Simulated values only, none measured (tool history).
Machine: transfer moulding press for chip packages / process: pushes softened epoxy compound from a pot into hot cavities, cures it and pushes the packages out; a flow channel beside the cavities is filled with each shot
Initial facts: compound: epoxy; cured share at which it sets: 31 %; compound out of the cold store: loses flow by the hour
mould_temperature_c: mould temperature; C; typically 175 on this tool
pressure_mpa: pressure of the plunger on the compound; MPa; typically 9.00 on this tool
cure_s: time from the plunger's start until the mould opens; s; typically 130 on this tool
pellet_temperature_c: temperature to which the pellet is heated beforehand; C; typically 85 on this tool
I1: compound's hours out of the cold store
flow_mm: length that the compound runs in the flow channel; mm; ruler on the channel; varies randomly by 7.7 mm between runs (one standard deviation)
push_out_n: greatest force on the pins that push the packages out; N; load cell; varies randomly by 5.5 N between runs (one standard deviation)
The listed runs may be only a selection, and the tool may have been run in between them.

Run 1, hour 0.0: usual settings; I1 22.2. Result: flow_mm 797 mm, push_out_n 194 N.
Run 2, hour 12.3: usual settings; I1 46.3. Result: flow_mm 722 mm, push_out_n 231 N.
Run 3, hour 23.1: usual settings; I1 33.3. Result: flow_mm 758 mm, push_out_n 265 N.
Run 4, hour 41.3: usual settings but pressure_mpa 7.55 MPa; I1 19.2. Result: flow_mm 738 mm, push_out_n 293 N.
Run 5, hour 52.7: usual settings but pressure_mpa 7.25 MPa; I1 43.6. Result: flow_mm 651 mm, push_out_n 302 N.
At hour 56.8: plunger's sealing rings changed.
At hour 61.0: cavities cleaned with cleaning compound and waxed.
Run 6, hour 70.9: usual settings but pressure_mpa 7.25 MPa; I1 19.0. Result: flow_mm 844 mm, push_out_n 219 N.
Run 7, hour 86.1: usual settings but mould_temperature_c 182 C; I1 47.5. Result: flow_mm 818 mm, push_out_n 234 N.
Run 8, hour 104.1: usual settings but pellet_temperature_c 92 C; I1 31.9. Result: flow_mm 876 mm, push_out_n 292 N.
At hour 120.0: cavities cleaned with cleaning compound and waxed.
Run 9, hour 120.4: usual settings; I1 17.2. Result: flow_mm 944 mm, push_out_n 214 N.
Run 10, hour 133.3: usual settings; I1 14.5. Result: flow_mm 934 mm, push_out_n 250 N.
Run 11, hour 141.6: usual settings; I1 11.3. Result: flow_mm 952 mm, push_out_n 256 N.
Run 12, hour 150.3: usual settings but pellet_temperature_c 88 C; I1 44.1. Result: flow_mm 824 mm, push_out_n 282 N.
Run 13, hour 158.6: usual settings; I1 46.2. Result: flow_mm 821 mm, push_out_n 278 N.
Run 14, hour 168.9: usual settings; I1 23.8. Result: flow_mm 894 mm, push_out_n 302 N.
At hour 177.9: cavities cleaned with cleaning compound and waxed.
Run 15, hour 183.7: usual settings but mould_temperature_c 176 C, pressure_mpa 9.82 MPa, cure_s 161 s, pellet_temperature_c 79 C; I1 43.6. Result: flow_mm 857 mm, push_out_n 191 N.
Run 16, hour 191.9: usual settings but mould_temperature_c 176 C, pressure_mpa 9.82 MPa, cure_s 161 s, pellet_temperature_c 79 C; I1 19.9. Result: flow_mm 940 mm, push_out_n 217 N.
Run 17, hour 203.7: usual settings but mould_temperature_c 170 C, cure_s 134 s; I1 33.8. Result: flow_mm 856 mm, push_out_n 309 N.
Run 18, hour 216.0: usual settings but mould_temperature_c 170 C, cure_s 134 s; I1 40.7. Result: flow_mm 836 mm, push_out_n 336 N.
Run 19, hour 227.4: usual settings but pressure_mpa 7.31 MPa, pellet_temperature_c 78 C; I1 37.3. Result: flow_mm 758 mm, push_out_n 313 N.
At hour 236.4: cavities cleaned with cleaning compound and waxed.
Run 20, hour 236.4: usual settings but pressure_mpa 7.31 MPa, pellet_temperature_c 78 C; I1 10.7. Result: flow_mm 841 mm, push_out_n 192 N.
Run 21, hour 251.2: usual settings but mould_temperature_c 172 C, pressure_mpa 10.87 MPa, cure_s 143 s, pellet_temperature_c 82 C; I1 30.6. Result: flow_mm 958 mm, push_out_n 235 N.
Run 22, hour 262.8: usual settings but mould_temperature_c 172 C, pressure_mpa 10.87 MPa, cure_s 143 s, pellet_temperature_c 82 C; I1 13.9. Result: flow_mm 1019 mm, push_out_n 269 N.
Run 23, hour 276.4: usual settings but mould_temperature_c 174 C, cure_s 115 s; I1 26.6. Result: flow_mm 858 mm, push_out_n 355 N.
Run 24, hour 288.0: usual settings but cure_s 115 s, pellet_temperature_c 83 C; I1 8.4. Result: flow_mm 926 mm, push_out_n 376 N.
At hour 294.9: cavities cleaned with cleaning compound and waxed.
Run 25, hour 302.0: usual settings but cure_s 115 s, pellet_temperature_c 83 C; I1 23.4. Result: flow_mm 865 mm, push_out_n 243 N.
Run 26, hour 310.5: usual settings but mould_temperature_c 173 C, pressure_mpa 7.88 MPa, cure_s 129 s, pellet_temperature_c 84 C; I1 36.2. Result: flow_mm 774 mm, push_out_n 250 N.
Run 27, hour 327.7: usual settings but mould_temperature_c 173 C, pressure_mpa 7.88 MPa, cure_s 129 s, pellet_temperature_c 84 C; I1 20.3. Result: flow_mm 830 mm, push_out_n 318 N.
Run 28, hour 337.2: usual settings but mould_temperature_c 173 C, pressure_mpa 7.88 MPa, cure_s 129 s, pellet_temperature_c 84 C; I1 23.1. Result: flow_mm 809 mm, push_out_n 313 N.

Branching from run 28: 3 alternative next runs. What would each branch give?
Run A, hour 347.4: usual settings but mould_temperature_c 178 C, pressure_mpa 7.88 MPa, cure_s 125 s, pellet_temperature_c 92 C; I1 47.6. Result: flow_mm ?, push_out_n ?.
Run B, hour 347.4: usual settings but pressure_mpa 10.19 MPa, pellet_temperature_c 87 C; I1 43.1. Result: flow_mm ?, push_out_n ?.
Run C, hour 347.4: usual settings but mould_temperature_c 170 C, pressure_mpa 7.88 MPa, cure_s 129 s, pellet_temperature_c 84 C; I1 23.9. Result: flow_mm ?, push_out_n ?.

run  flow_mm  push_out_n
  A      729         306
  B      840         308
  C      835         367
Stripped of hidden state, with their random variation kept, the same runs would have yielded:
run  flow_mm  push_out_n
  A      780         185
  B      898         188
  C      892         228
